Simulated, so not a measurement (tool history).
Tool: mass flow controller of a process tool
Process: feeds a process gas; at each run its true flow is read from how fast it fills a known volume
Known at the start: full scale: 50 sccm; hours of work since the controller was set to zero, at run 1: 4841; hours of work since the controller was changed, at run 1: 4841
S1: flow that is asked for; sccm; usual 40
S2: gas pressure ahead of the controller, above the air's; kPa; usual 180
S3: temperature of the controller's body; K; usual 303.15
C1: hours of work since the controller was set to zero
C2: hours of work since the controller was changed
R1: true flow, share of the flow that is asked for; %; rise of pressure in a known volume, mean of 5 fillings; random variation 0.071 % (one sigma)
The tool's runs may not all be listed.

{"run": 1, "day": 0.0, "S1": 40, "S2": 180, "S3": 303.15, "C1": 4841, "C2": 4841, "R1": 98.55}
{"run": 2, "day": 10.1, "S1": 40, "S2": 180, "S3": 303.15, "C1": 4920, "C2": 4920, "R1": 98.46}
{"run": 3, "day": 27.054, "S1": 40, "S2": 180, "S3": 295.15, "C1": 5051, "C2": 5051, "R1": 98.03}
{"run": 4, "day": 40.1, "S1": 40, "S2": 180, "S3": 295.15, "C1": 5152, "C2": 5152, "R1": 98.05}
{"run": 5, "day": 50.133, "S1": 40, "S2": 164, "S3": 303.15, "C1": 5230, "C2": 5230, "R1": 98.3}
{"run": 6, "day": 60.625, "S1": 40, "S2": 180, "S3": 310.15, "C1": 5311, "C2": 5311, "R1": 98.63}
{"run": 7, "day": 71.808, "S1": 40, "S2": 167, "S3": 304.15, "C1": 5398, "C2": 5398, "R1": 98.32}
{"day": 75.808, "done": "controller exchanged for a calibrated one"}
{"run": 8, "day": 87.317, "S1": 40, "S2": 167, "S3": 304.15, "C1": 89, "C2": 89, "R1": 99.86}
{"run": 9, "day": 100.938, "S1": 40, "S2": 180, "S3": 296.15, "C1": 195, "C2": 195, "R1": 99.67}
{"run": 10, "day": 117.812, "S1": 40, "S2": 146, "S3": 303.15, "C1": 325, "C2": 325, "R1": 99.74}
{"run": 11, "day": 128.383, "S1": 40, "S2": 146, "S3": 303.15, "C1": 407, "C2": 407, "R1": 99.72}

Forecast each of these 4 alternatives for the next run:
{"run": "A", "day": 136.629, "S1": 7, "S2": 180, "S3": 297.15, "C1": 471, "C2": 471, "R1": "?"}
{"run": "B", "day": 136.629, "S1": 7, "S2": 146, "S3": 303.15, "C1": 471, "C2": 471, "R1": "?"}
{"run": "C", "day": 136.629, "S1": 40, "S2": 280, "S3": 303.15, "C1": 471, "C2": 471, "R1": "?"}
{"run": "D", "day": 136.629, "S1": 11, "S2": 210, "S3": 294.15, "C1": 471, "C2": 471, "R1": "?"}

run=A R1=99.25
run=B R1=99.27
run=C R1=100.33
run=D R1=99.11
Without the tool's hidden state the same runs would have given:
run=A R1=98.56
run=B R1=98.58
run=C R1=100.29
run=D R1=98.70
